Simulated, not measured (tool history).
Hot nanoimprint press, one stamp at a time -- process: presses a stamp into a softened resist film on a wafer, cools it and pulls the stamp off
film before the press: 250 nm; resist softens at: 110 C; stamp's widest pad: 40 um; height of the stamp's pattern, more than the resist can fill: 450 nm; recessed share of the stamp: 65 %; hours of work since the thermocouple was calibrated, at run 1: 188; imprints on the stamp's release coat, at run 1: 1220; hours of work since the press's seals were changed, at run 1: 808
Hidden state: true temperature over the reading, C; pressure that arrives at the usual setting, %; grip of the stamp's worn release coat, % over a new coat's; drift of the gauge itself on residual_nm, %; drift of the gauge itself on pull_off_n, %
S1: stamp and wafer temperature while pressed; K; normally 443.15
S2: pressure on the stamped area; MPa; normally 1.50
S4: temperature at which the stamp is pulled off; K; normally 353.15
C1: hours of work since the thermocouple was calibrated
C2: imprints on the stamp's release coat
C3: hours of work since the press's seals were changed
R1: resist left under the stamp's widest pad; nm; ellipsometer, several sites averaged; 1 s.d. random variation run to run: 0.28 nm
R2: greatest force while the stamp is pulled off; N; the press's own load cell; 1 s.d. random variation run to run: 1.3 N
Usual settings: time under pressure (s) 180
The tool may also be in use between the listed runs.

{"run": 1, "day": 0.0, "S1": 443.15, "S2": 1.5, "time under pressure (s)": 180, "S4": 353.15, "C1": 188, "C2": 1220, "C3": 808, "R1": 91.3, "R2": 235}
{"day": 1.621, "done": "stamp cleaned and given a new release coat"}
{"run": 2, "day": 1.654, "S1": 443.15, "S2": 1.5, "time under pressure (s)": 180, "S4": 353.15, "C1": 213, "C2": 4, "C3": 833, "R1": 91.8, "R2": 216}
{"run": 3, "day": 2.871, "S1": 443.15, "S2": 1.5, "time under pressure (s)": 180, "S4": 353.15, "C1": 235, "C2": 147, "C3": 856, "R1": 91.0, "R2": 218}
{"run": 4, "day": 3.654, "S1": 443.15, "S2": 1.5, "time under pressure (s)": 180, "S4": 353.15, "C1": 249, "C2": 239, "C3": 870, "R1": 90.6, "R2": 219}
{"run": 5, "day": 4.708, "S1": 443.15, "S2": 1.5, "time under pressure (s)": 180, "S4": 353.15, "C1": 269, "C2": 363, "C3": 889, "R1": 90.4, "R2": 219}
{"run": 6, "day": 5.958, "S1": 443.15, "S2": 1.5, "time under pressure (s)": 180, "S4": 353.15, "C1": 291, "C2": 511, "C3": 911, "R1": 90.2, "R2": 222}
{"day": 6.721, "done": "plate thermocouple calibrated"}
{"run": 7, "day": 7.475, "S1": 443.15, "S2": 2.1, "time under pressure (s)": 180, "S4": 353.15, "C1": 14, "C2": 675, "C3": 937, "R1": 82.5, "R2": 230}
{"run": 8, "day": 8.05, "S1": 443.15, "S2": 2.1, "time under pressure (s)": 180, "S4": 353.15, "C1": 24, "C2": 743, "C3": 947, "R1": 82.6, "R2": 233}
{"run": 9, "day": 8.825, "S1": 443.15, "S2": 2.1, "time under pressure (s)": 180, "S4": 340.15, "C1": 38, "C2": 834, "C3": 961, "R1": 82.4, "R2": 283}
{"run": 10, "day": 9.771, "S1": 443.15, "S2": 2.1, "time under pressure (s)": 180, "S4": 340.15, "C1": 55, "C2": 945, "C3": 978, "R1": 81.7, "R2": 287}
{"run": 11, "day": 10.854, "S1": 443.15, "S2": 2.1, "time under pressure (s)": 180, "S4": 340.15, "C1": 75, "C2": 1073, "C3": 998, "R1": 81.9, "R2": 289}
{"run": 12, "day": 11.967, "S1": 443.15, "S2": 2.1, "time under pressure (s)": 180, "S4": 340.15, "C1": 95, "C2": 1204, "C3": 1018, "R1": 82.2, "R2": 292}
{"run": 13, "day": 13.208, "S1": 443.15, "S2": 2.1, "time under pressure (s)": 180, "S4": 340.15, "C1": 118, "C2": 1350, "C3": 1041, "R1": 81.6, "R2": 293}
{"day": 13.704, "done": "stamp cleaned and given a new release coat"}
{"run": 14, "day": 14.754, "S1": 443.15, "S2": 2.1, "time under pressure (s)": 180, "S4": 349.15, "C1": 141, "C2": 124, "C3": 1064, "R1": 81.0, "R2": 235}
{"run": 15, "day": 15.725, "S1": 443.15, "S2": 2.1, "time under pressure (s)": 180, "S4": 349.15, "C1": 159, "C2": 238, "C3": 1082, "R1": 81.3, "R2": 238}
{"run": 16, "day": 16.696, "S1": 433.15, "S2": 1.67, "time under pressure (s)": 124, "S4": 354.15, "C1": 176, "C2": 353, "C3": 1099, "R1": 148.9, "R2": 218}
{"run": 17, "day": 17.529, "S1": 433.15, "S2": 1.67, "time under pressure (s)": 124, "S4": 354.15, "C1": 191, "C2": 451, "C3": 1114, "R1": 148.3, "R2": 221}
{"run": 18, "day": 18.838, "S1": 447.15, "S2": 1.67, "time under pressure (s)": 124, "S4": 353.15, "C1": 215, "C2": 605, "C3": 1138, "R1": 89.3, "R2": 228}
{"run": 19, "day": 19.588, "S1": 443.15, "S2": 1.5, "time under pressure (s)": 194, "S4": 347.15, "C1": 229, "C2": 693, "C3": 1152, "R1": 89.8, "R2": 251}
{"run": 20, "day": 20.671, "S1": 447.15, "S2": 2.05, "time under pressure (s)": 180, "S4": 353.15, "C1": 248, "C2": 821, "C3": 1171, "R1": 69.8, "R2": 229}
{"run": 21, "day": 21.283, "S1": 453.15, "S2": 1.5, "time under pressure (s)": 110, "S4": 353.15, "C1": 259, "C2": 893, "C3": 1182, "R1": 80.5, "R2": 230}
{"run": 22, "day": 21.967, "S1": 439.15, "S2": 1.5, "time under pressure (s)": 180, "S4": 360.15, "C1": 272, "C2": 974, "C3": 1195, "R1": 106.7, "R2": 202}
{"run": 23, "day": 22.617, "S1": 446.15, "S2": 1.5, "time under pressure (s)": 180, "S4": 348.15, "C1": 283, "C2": 1050, "C3": 1206, "R1": 82.4, "R2": 251}
{"run": 24, "day": 23.196, "S1": 443.15, "S2": 0.96, "time under pressure (s)": 268, "S4": 338.15, "C1": 294, "C2": 1118, "C3": 1217, "R1": 94.8, "R2": 294}
{"day": 23.721, "done": "press's hydraulic seals changed and the load cell set to zero"}
{"day": 24.167, "done": "plate thermocouple calibrated"}
{"run": 25, "day": 24.492, "S1": 443.15, "S2": 0.96, "time under pressure (s)": 268, "S4": 338.15, "C1": 6, "C2": 1217, "C3": 12, "R1": 96.5, "R2": 302}
{"run": 26, "day": 25.217, "S1": 443.15, "S2": 1.5, "time under pressure (s)": 180, "S4": 344.15, "C1": 19, "C2": 1302, "C3": 25, "R1": 92.4, "R2": 279}
{"day": 26.046, "done": "stamp cleaned and given a new release coat"}
{"run": 27, "day": 26.046, "S1": 431.15, "S2": 1.5, "time under pressure (s)": 180, "S4": 353.15, "C1": 30, "C2": 0, "C3": 35, "R1": 145.1, "R2": 217}
{"run": 28, "day": 27.346, "S1": 431.15, "S2": 1.49, "time under pressure (s)": 153, "S4": 356.15, "C1": 53, "C2": 154, "C3": 59, "R1": 153.2, "R2": 210}
{"run": 29, "day": 28.092, "S1": 431.15, "S2": 1.09, "time under pressure (s)": 153, "S4": 347.15, "C1": 67, "C2": 241, "C3": 72, "R1": 169.7, "R2": 246}

The logged runs with the hidden state left out (each run's random variation unchanged):
run=1 R1=92.7 R2=220
run=2 R1=93.4 R2=221
run=3 R1=93.0 R2=221
run=4 R1=92.8 R2=221
run=5 R1=92.7 R2=219
run=6 R1=92.8 R2=220
run=7 R1=79.0 R2=220
run=8 R1=79.3 R2=221
run=9 R1=79.2 R2=268
run=10 R1=78.6 R2=270
run=11 R1=79.0 R2=270
run=12 R1=79.6 R2=271
run=13 R1=79.2 R2=269
run=14 R1=78.9 R2=235
run=15 R1=79.3 R2=236
run=16 R1=148.3 R2=216
run=17 R1=148.0 R2=218
run=18 R1=88.6 R2=222
run=19 R1=89.9 R2=243
run=20 R1=68.8 R2=220
run=21 R1=80.3 R2=221
run=22 R1=107.7 R2=194
run=23 R1=82.9 R2=239
run=24 R1=97.1 R2=277
run=25 R1=96.7 R2=279
run=26 R1=92.8 R2=255
run=27 R1=145.9 R2=218
run=28 R1=154.5 R2=209
run=29 R1=171.2 R2=243
